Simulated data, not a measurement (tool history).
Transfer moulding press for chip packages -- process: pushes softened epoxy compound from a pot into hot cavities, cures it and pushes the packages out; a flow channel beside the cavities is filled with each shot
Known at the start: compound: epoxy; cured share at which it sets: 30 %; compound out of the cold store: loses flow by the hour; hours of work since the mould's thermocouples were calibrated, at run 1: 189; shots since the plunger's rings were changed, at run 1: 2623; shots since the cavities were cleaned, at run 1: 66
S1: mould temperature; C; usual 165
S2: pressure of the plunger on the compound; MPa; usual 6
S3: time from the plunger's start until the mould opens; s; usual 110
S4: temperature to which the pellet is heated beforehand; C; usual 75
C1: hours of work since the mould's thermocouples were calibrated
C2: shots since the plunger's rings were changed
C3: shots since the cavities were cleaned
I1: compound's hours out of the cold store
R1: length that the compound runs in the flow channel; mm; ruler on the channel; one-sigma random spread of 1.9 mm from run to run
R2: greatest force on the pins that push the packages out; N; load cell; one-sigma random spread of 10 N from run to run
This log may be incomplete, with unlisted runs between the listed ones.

run	hour	S1	S2	S3	S4	C1	C2	C3	I1	R1	R2
1	0	165	6	110	75	189	2623	66	33.7	500	499
2	7.2	165	6	110	75	194	2707	150	32	503	556
3	14.2	165	6	110	75	198	2789	232	44.6	469	630
4	24.3	165	6	110	79	205	2906	349	42.1	477	651
5	35	165	6	110	75	212	3031	474	40.3	479	726
6	43.8	165	6	110	75	217	3133	576	25.8	519	766
7	49	165	6	110	75	221	3194	637	29.9	506	813
# hour 51.7: mould's thermocouples calibrated
8	60	165	6	110	75	5	3300	743	35.2	492	831
9	68.1	165	6	110	75	11	3393	836	23.1	529	880
# hour 70.5: cavities cleaned with cleaning compound and waxed
10	78.5	165	6	110	75	16	3497	92	29.3	512	528
# hour 87.5: mould's thermocouples calibrated, once more
11	89.6	165	6	110	75	1	3603	198	26.9	515	611
12	97.5	165	6	110	84	6	3695	290	14.5	548	646

Estimate the outcome of run 13 from the log above:
13	103.1	165	6	110	84	10	3760	355	34.7	?	?

Run 13 gave R1 491 mm, R2 656 N.
Take away the tool's hidden state, keep the run-to-run variation as it was, and the same run would have given R1 504 mm, R2 447 N.
